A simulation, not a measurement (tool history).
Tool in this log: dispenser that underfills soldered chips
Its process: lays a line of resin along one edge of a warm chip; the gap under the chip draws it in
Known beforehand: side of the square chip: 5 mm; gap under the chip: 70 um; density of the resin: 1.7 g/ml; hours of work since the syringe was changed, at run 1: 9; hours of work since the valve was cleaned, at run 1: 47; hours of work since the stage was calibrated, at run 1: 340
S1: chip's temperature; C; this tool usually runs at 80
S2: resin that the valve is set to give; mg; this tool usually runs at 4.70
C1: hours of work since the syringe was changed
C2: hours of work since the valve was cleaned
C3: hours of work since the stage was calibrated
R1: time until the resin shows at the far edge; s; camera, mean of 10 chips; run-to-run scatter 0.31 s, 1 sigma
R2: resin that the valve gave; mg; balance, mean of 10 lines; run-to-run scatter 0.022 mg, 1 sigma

run	hour	S1	S2	C1	C2	C3	R1	R2
1	0.0	80	4.70	9	47	340	13.3	4.49
# hour 1.0: new syringe of resin
2	9.5	80	5.18	6	53	346	11.4	4.92
# hour 14.5: new syringe of resin
# hour 15.5: dispensing valve cleaned and set on the balance
3	19.3	79	4.70	3	3	352	11.5	4.69
# hour 29.0: new syringe of resin
4	29.0	79	4.70	0	9	359	9.8	4.66
5	34.8	80	4.70	4	14	363	11.5	4.67
# hour 43.1: new syringe of resin
6	45.8	80	4.70	2	21	371	10.6	4.62
7	54.7	80	4.70	8	28	377	12.6	4.56
# hour 57.5: new syringe of resin
8	67.2	80	4.70	7	36	386	12.6	4.52
# hour 71.3: new syringe of resin
9	77.5	80	5.97	4	43	393	11.5	5.80
# hour 84.7: new syringe of resin
10	85.0	80	5.97	0	49	398	10.1	5.75
11	95.1	80	4.70	7	56	405	12.7	4.48
# hour 96.7: dispensing valve cleaned and set on the balance
# hour 99.2: new syringe of resin
12	107.4	89	5.12	6	7	413	7.9	5.06
# hour 113.3: new syringe of resin
13	116.6	69	5.12	2	14	419	18.3	5.03
14	125.7	69	5.12	9	20	426	23.1	5.03
# hour 127.0: new syringe of resin
15	138.0	69	5.12	8	29	435	22.2	4.98
# hour 140.7: new syringe of resin
16	149.9	69	5.12	7	37	443	21.4	4.89
# hour 154.7: new syringe of resin
17	156.0	69	5.12	1	41	447	17.5	4.92
18	164.4	69	4.66	7	47	453	21.1	4.44
# hour 168.6: new syringe of resin
19	175.4	69	4.52	5	55	461	20.3	4.27
# hour 178.9: dispensing valve cleaned and set on the balance
# hour 181.0: stage's temperature calibrated
# hour 184.6: new syringe of resin
20	185.7	69	4.76	1	4	3	15.5	4.74
21	193.8	69	4.76	7	10	9	18.4	4.70

Below are 3 alternative next runs, each starting from the tool's condition after run 21. Predict each:
# hour 198.2: new syringe of resin
A	200.3	94	4.38	1	14	13	?	?
# hour 198.2: new syringe of resin
B	200.3	66	4.06	1	14	13	?	?
# hour 198.2: new syringe of resin
C	200.3	81	4.99	1	14	13	?	?

run	R1	R2
A	4.8	4.32
B	18.3	4.05
C	8.5	4.97
With no hidden state in the tool, these same runs would have given:
run	R1	R2
A	4.5	4.38
B	17.2	4.10
C	8.0	5.03

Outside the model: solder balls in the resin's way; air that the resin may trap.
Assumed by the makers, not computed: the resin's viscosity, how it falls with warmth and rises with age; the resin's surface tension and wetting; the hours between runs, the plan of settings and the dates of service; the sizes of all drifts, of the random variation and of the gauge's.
